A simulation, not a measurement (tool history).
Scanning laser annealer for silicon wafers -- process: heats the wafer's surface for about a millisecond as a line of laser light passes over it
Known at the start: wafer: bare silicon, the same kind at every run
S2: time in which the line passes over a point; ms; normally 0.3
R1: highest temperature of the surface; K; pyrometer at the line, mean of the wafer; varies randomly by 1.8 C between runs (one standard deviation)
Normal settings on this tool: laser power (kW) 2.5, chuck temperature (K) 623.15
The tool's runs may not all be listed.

Run 1, hour 0: usual settings. Result: R1 1321.15 K.
Run 2, hour 4.7: usual settings. Result: R1 1324.15 K.
Run 3, hour 13.9: usual settings. Result: R1 1323.15 K.
Run 4, hour 20.4: usual settings but S2 0.229 ms. Result: R1 1227.15 K.
Run 5, hour 26.1: usual settings but S2 0.229 ms. Result: R1 1233.15 K.
Run 6, hour 33: usual settings but S2 0.229 ms. Result: R1 1228.15 K.
Run 7, hour 42.8: usual settings but S2 0.229 ms. Result: R1 1228.15 K.
Run 8, hour 50.7: usual settings but S2 0.212 ms. Result: R1 1206.15 K.
Run 9, hour 55.9: usual settings but chuck temperature (K) 652.15. Result: R1 1353.15 K.
Run 10, hour 64.9: usual settings but laser power (kW) 2.436. Result: R1 1303.15 K.
Run 11, hour 73.8: usual settings but laser power (kW) 2.459. Result: R1 1311.15 K.
Run 12, hour 81: usual settings but laser power (kW) 2.459. Result: R1 1310.15 K.
Run 13, hour 90.2: usual settings but laser power (kW) 2.703, S2 0.352 ms, chuck temperature (K) 618.15. Result: R1 1445.15 K.
Run 14, hour 98.2: usual settings but laser power (kW) 2.174. Result: R1 1227.15 K.
Run 15, hour 105.7: usual settings but laser power (kW) 2.238. Result: R1 1245.15 K.
Run 16, hour 115.4: usual settings but laser power (kW) 2.31, S2 0.349 ms, chuck temperature (K) 609.15. Result: R1 1306.15 K.
Run 17, hour 125.2: usual settings but laser power (kW) 2.633, S2 0.269 ms, chuck temperature (K) 609.15. Result: R1 1305.15 K.
Run 18, hour 134.8: usual settings but laser power (kW) 2.245, S2 0.332 ms, chuck temperature (K) 645.15. Result: R1 1303.15 K.
Run 19, hour 141.7: usual settings but laser power (kW) 2.594, S2 0.332 ms, chuck temperature (K) 626.15. Result: R1 1389.15 K.
Run 20, hour 147.2: usual settings but laser power (kW) 2.594, S2 0.332 ms, chuck temperature (K) 626.15. Result: R1 1393.15 K.
Run 21, hour 152.7: usual settings but laser power (kW) 2.455, chuck temperature (K) 614.15. Result: R1 1302.15 K.

Alternative continuations, all from the tool just after run 21; predict every row:
Run A, hour 160.9: usual settings but chuck temperature (K) 618.15. Result: R1 ?.
Run B, hour 160.9: usual settings but laser power (kW) 2.526, chuck temperature (K) 646.15. Result: R1 ?.
Run C, hour 160.9: usual settings but S2 0.319 ms, chuck temperature (K) 596.15. Result: R1 ?.

run       R1
  A  1320.15
  B  1354.15
  C  1314.15
Had the tool no hidden state, the same runs would have come out as:
run       R1
  A  1321.15
  B  1356.15
  C  1315.15
